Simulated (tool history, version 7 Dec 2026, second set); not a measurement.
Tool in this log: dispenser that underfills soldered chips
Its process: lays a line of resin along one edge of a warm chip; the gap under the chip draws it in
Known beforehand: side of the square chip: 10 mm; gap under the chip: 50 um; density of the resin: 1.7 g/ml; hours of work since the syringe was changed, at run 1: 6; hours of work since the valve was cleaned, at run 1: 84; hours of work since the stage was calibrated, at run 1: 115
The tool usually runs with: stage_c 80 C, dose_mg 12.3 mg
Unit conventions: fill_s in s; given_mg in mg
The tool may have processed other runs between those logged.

run,day,stage_c,dose_mg,hours of work since the syringe was changed,hours of work since the valve was cleaned,hours of work since the stage was calibrated,fill_s,given_mg
1,0.000,80,12.3,6,84,115,135.7,11.29
# day 0.200: new syringe of resin
2,0.354,80,14.7,2,89,120,100.3,13.47
3,0.646,80,14.7,7,93,124,135.0,13.41
# day 0.800: new syringe of resin
4,0.862,80,14.7,1,96,127,88.6,13.45
5,1.171,80,14.7,5,101,132,122.2,13.41
# day 1.404: new syringe of resin
6,1.412,80,14.7,0,104,135,85.5,13.32
7,1.692,80,14.7,4,108,140,112.6,13.07
# day 2.004: new syringe of resin
8,2.025,80,14.7,0,113,144,85.8,13.26
9,2.217,80,14.7,3,116,147,103.0,13.13
10,2.421,80,12.3,6,119,150,133.1,11.01
# day 2.617: new syringe of resin
11,2.758,80,12.3,2,124,155,100.7,11.03
# day 2.892: dispensing valve cleaned and set on the balance
12,3.075,80,12.3,6,3,159,131.3,12.27
# day 3.275: new syringe of resin
13,3.300,80,12.3,0,6,162,88.1,12.07
14,3.479,80,12.3,3,8,165,106.0,12.09
15,3.767,87,12.3,7,13,169,107.4,12.24
# day 3.896: new syringe of resin
16,4.104,80,12.3,3,17,174,107.4,12.18
# day 4.500: new syringe of resin
17,4.500,80,12.3,0,23,179,86.8,12.11
18,4.779,80,12.3,4,27,184,116.7,12.09
19,5.029,80,12.3,8,31,187,148.9,11.86
# day 5.104: new syringe of resin
20,5.375,80,12.3,4,36,192,113.1,11.87
# day 5.721: new syringe of resin
21,5.771,80,12.3,1,42,198,90.2,11.69
22,6.025,80,12.3,4,45,202,117.6,11.78
# day 6.325: new syringe of resin
23,6.362,80,12.3,1,50,206,87.6,11.71
24,6.638,75,12.1,5,54,211,146.2,11.55
# day 6.925: new syringe of resin
25,6.992,88,12.3,1,59,216,66.6,11.67
26,7.171,88,11.2,4,62,218,81.6,10.65
27,7.333,85,11.3,6,64,221,110.9,10.69
28,7.500,85,12.0,9,67,223,128.5,11.28
# day 7.533: new syringe of resin
29,7.738,85,12.0,3,70,226,86.1,11.21
30,7.912,85,12.0,6,73,229,103.1,11.23
# day 8.138: new syringe of resin
31,8.283,83,15.2,2,78,234,84.9,14.30
32,8.512,83,11.8,6,81,238,111.9,10.99
# day 8.738: new syringe of resin
33,8.783,84,13.6,1,85,241,75.4,12.53
34,9.017,80,10.9,4,89,245,121.6,10.01
# day 9.346: new syringe of resin
35,9.362,80,11.9,0,94,250,89.0,10.89

Hidden state at the last listed run before each entry between runs and at the first one after, where it differs:
From run 1 to run 2: new syringe of resin (day 0.200)
  resin's viscosity, % of fresh resin's: 153.6 -> 118.8; dose that the valve gives, % of what is set: 92.17 -> 91.79; true chip temperature over the reading, C: 0.71 -> 0.74
  difference, measured minus the result without the unlogged condition, fill_s: +46.4 -> +14.0 s; given_mg: -0.97 -> -1.21 mg
From run 3 to run 4: new syringe of resin (day 0.800)
  resin's viscosity, % of fresh resin's: 160.4 -> 105.9; dose that the valve gives, % of what is set: 91.42 -> 91.14; true chip temperature over the reading, C: 0.76 -> 0.78
  difference, measured minus the result without the unlogged condition, fill_s: +49.1 -> +3.0 s; given_mg: -1.25 -> -1.31 mg
From run 5 to run 6: new syringe of resin (day 1.404)
  resin's viscosity, % of fresh resin's: 145.6 -> 100.1; dose that the valve gives, % of what is set: 90.74 -> 90.46; true chip temperature over the reading, C: 0.8 -> 0.82
  difference, measured minus the result without the unlogged condition, fill_s: +36.1 -> -2.0 s; given_mg: -1.37 -> -1.40 mg
From run 7 to run 8: new syringe of resin (day 2.004)
  resin's viscosity, % of fresh resin's: 133.6 -> 100.6; dose that the valve gives, % of what is set: 90.06 -> 89.64; true chip temperature over the reading, C: 0.85 -> 0.87
  difference, measured minus the result without the unlogged condition, fill_s: +26.1 -> -1.6 s; given_mg: -1.45 -> -1.53 mg
From run 10 to run 11: new syringe of resin (day 2.617)
  resin's viscosity, % of fresh resin's: 151 -> 116.4; dose that the valve gives, % of what is set: 89.13 -> 88.7; true chip temperature over the reading, C: 0.9 -> 0.93
  difference, measured minus the result without the unlogged condition, fill_s: +44.2 -> +13.4 s; given_mg: -1.34 -> -1.40 mg
From run 11 to run 12: dispensing valve cleaned and set on the balance (day 2.892)
  resin's viscosity, % of fresh resin's: 116.4 -> 154.6; dose that the valve gives, % of what is set: 88.7 -> 99.62; true chip temperature over the reading, C: 0.93 -> 0.96
  difference, measured minus the result without the unlogged condition, fill_s: +13.4 -> +42.9 s; given_mg: -1.40 -> -0.05 mg
From run 12 to run 13: new syringe of resin (day 3.275)
  resin's viscosity, % of fresh resin's: 154.6 -> 102.8; dose that the valve gives, % of what is set: 99.62 -> 99.34; true chip temperature over the reading, C: 0.96 -> 0.97
  difference, measured minus the result without the unlogged condition, fill_s: +42.9 -> -1.1 s; given_mg: -0.05 -> -0.08 mg
From run 15 to run 16: new syringe of resin (day 3.896)
  resin's viscosity, % of fresh resin's: 166.5 -> 123.5; dose that the valve gives, % of what is set: 98.72 -> 98.27; true chip temperature over the reading, C: 1.01 -> 1.04
  difference, measured minus the result without the unlogged condition, fill_s: +40.3 -> +17.0 s; given_mg: -0.16 -> -0.21 mg
From run 16 to run 17: new syringe of resin (day 4.500)
  resin's viscosity, % of fresh resin's: 123.5 -> 100.6; dose that the valve gives, % of what is set: 98.27 -> 97.79; true chip temperature over the reading, C: 1.04 -> 1.07
  difference, measured minus the result without the unlogged condition, fill_s: +17.0 -> -2.9 s; given_mg: -0.21 -> -0.27 mg
From run 19 to run 20: new syringe of resin (day 5.104)
  resin's viscosity, % of fresh resin's: 173.4 -> 133.6; dose that the valve gives, % of what is set: 97.09 -> 96.66; true chip temperature over the reading, C: 1.11 -> 1.14
  difference, measured minus the result without the unlogged condition, fill_s: +59.5 -> +25.0 s; given_mg: -0.36 -> -0.41 mg
From run 20 to run 21: new syringe of resin (day 5.721)
  resin's viscosity, % of fresh resin's: 133.6 -> 105; dose that the valve gives, % of what is set: 96.66 -> 96.16; true chip temperature over the reading, C: 1.14 -> 1.17
  difference, measured minus the result without the unlogged condition, fill_s: +25.0 -> +0.7 s; given_mg: -0.41 -> -0.47 mg
From run 22 to run 23: new syringe of resin (day 6.325)
  resin's viscosity, % of fresh resin's: 136.5 -> 102.8; dose that the valve gives, % of what is set: 95.88 -> 95.44; true chip temperature over the reading, C: 1.19 -> 1.22
  difference, measured minus the result without the unlogged condition, fill_s: +27.9 -> -1.2 s; given_mg: -0.51 -> -0.55 mg
From run 24 to run 25: new syringe of resin (day 6.925)
  resin's viscosity, % of fresh resin's: 136.6 -> 107.6; dose that the valve gives, % of what is set: 95.07 -> 94.64; true chip temperature over the reading, C: 1.24 -> 1.27
  difference, measured minus the result without the unlogged condition, fill_s: +34.6 -> +2.3 s; given_mg: -0.59 -> -0.66 mg
From run 28 to run 29: new syringe of resin (day 7.533)
  resin's viscosity, % of fresh resin's: 181.5 -> 122.6; dose that the valve gives, % of what is set: 93.99 -> 93.72; true chip temperature over the reading, C: 1.31 -> 1.33
  difference, measured minus the result without the unlogged condition, fill_s: +54.7 -> +13.1 s; given_mg: -0.72 -> -0.76 mg
From run 30 to run 31: new syringe of resin (day 8.138)
  resin's viscosity, % of fresh resin's: 147.4 -> 117.2; dose that the valve gives, % of what is set: 93.49 -> 93.03; true chip temperature over the reading, C: 1.34 -> 1.37
  difference, measured minus the result without the unlogged condition, fill_s: +30.4 -> +8.7 s; given_mg: -0.78 -> -1.07 mg
From run 32 to run 33: new syringe of resin (day 8.738)
  resin's viscosity, % of fresh resin's: 148.3 -> 105.6; dose that the valve gives, % of what is set: 92.75 -> 92.47; true chip temperature over the reading, C: 1.39 -> 1.41
  difference, measured minus the result without the unlogged condition, fill_s: +33.5 -> +0.6 s; given_mg: -0.85 -> -1.02 mg
From run 34 to run 35: new syringe of resin (day 9.346)
  resin's viscosity, % of fresh resin's: 134.1 -> 102.5; dose that the valve gives, % of what is set: 92.17 -> 91.75; true chip temperature over the reading, C: 1.43 -> 1.46
  difference, measured minus the result without the unlogged condition, fill_s: +28.1 -> -1.2 s; given_mg: -0.85 -> -0.98 mg
